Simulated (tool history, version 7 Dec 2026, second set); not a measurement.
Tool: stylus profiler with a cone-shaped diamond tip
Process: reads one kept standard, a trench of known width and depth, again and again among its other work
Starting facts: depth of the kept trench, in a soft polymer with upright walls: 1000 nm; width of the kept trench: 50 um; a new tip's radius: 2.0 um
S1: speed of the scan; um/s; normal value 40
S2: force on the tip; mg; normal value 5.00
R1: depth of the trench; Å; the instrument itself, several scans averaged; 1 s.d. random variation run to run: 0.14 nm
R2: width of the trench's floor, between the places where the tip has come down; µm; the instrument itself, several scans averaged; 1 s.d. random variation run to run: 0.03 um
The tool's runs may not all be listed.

run,day,S1,S2,R1,R2
1,0.000,40,5.00,10231.0,45.29
2,3.692,40,5.00,10229.0,45.21
3,7.708,40,5.85,10259.0,45.12
4,10.033,43,5.85,10253.8,45.04
5,13.729,43,5.85,10253.3,44.96
6,17.633,43,5.85,10253.2,44.88
7,20.492,43,5.85,10253.2,44.75
8,22.621,43,2.83,10150.3,44.65
9,26.521,43,2.83,10150.4,44.54
10,31.579,43,2.83,10143.5,44.50
11,35.921,43,2.83,10148.9,44.40
# day 38.521: height scale calibrated on a step standard
12,39.762,43,2.83,10161.0,44.27
13,41.825,43,10.41,10388.6,44.33
14,44.788,43,10.41,10387.1,44.26
15,49.117,40,5.00,10236.2,44.20
16,51.683,40,5.00,10235.0,44.14
17,56.575,40,5.00,10235.3,44.09
18,58.942,40,5.00,10233.2,43.98
19,62.425,40,5.00,10231.7,43.97
20,66.625,40,5.00,10231.0,43.86
21,69.104,40,5.00,10232.9,43.79
22,72.242,40,5.00,10229.6,43.77
23,75.708,40,5.00,10230.1,43.72
# day 77.779: new tip fitted, height scale calibrated
24,78.783,101,10.31,10394.3,46.15
25,81.679,101,10.31,10391.5,46.14
26,86.700,101,12.21,10436.1,45.98
27,90.546,160,3.46,10186.9,45.25
28,94.679,107,3.07,10173.1,45.36
29,99.746,53,2.28,10139.9,45.56
30,103.396,46,3.09,10172.3,45.58
31,107.312,29,5.77,10261.6,45.54
32,109.588,29,5.77,10261.4,45.55
33,112.367,24,7.24,10300.1,45.45
34,116.083,108,1.69,10111.3,44.62
35,118.938,18,5.00,10234.2,45.36
36,123.238,18,8.14,10325.1,45.21
37,126.492,22,5.00,10231.4,45.10
38,131.038,22,5.00,10233.9,45.02
39,133.221,22,5.00,10232.8,44.92
40,137.379,25,5.00,10230.0,44.90
41,142.412,87,4.21,10204.9,44.48
42,145.233,87,4.21,10203.2,44.44
43,149.275,145,4.21,10202.2,44.03
44,152.221,61,2.34,10131.7,44.26
45,154.862,61,2.34,10130.4,44.18
46,157.262,152,3.78,10182.4,43.82

Each row is a separate what-if for the run after 46, all from the same tool condition, not one after another. Results?
A,160.779,152,2.55,?,?
B,160.779,152,3.01,?,?
C,160.779,46,6.00,?,?
D,160.779,152,3.07,?,?

run,R1,R2
A,10137.9,43.60
B,10154.0,43.64
C,10260.1,44.29
D,10159.2,43.64
Without the tool's unlogged condition, the same runs would have read:
run,R1,R2
A,10152.5,45.67
B,10168.7,45.70
C,10274.9,46.35
D,10173.9,45.70
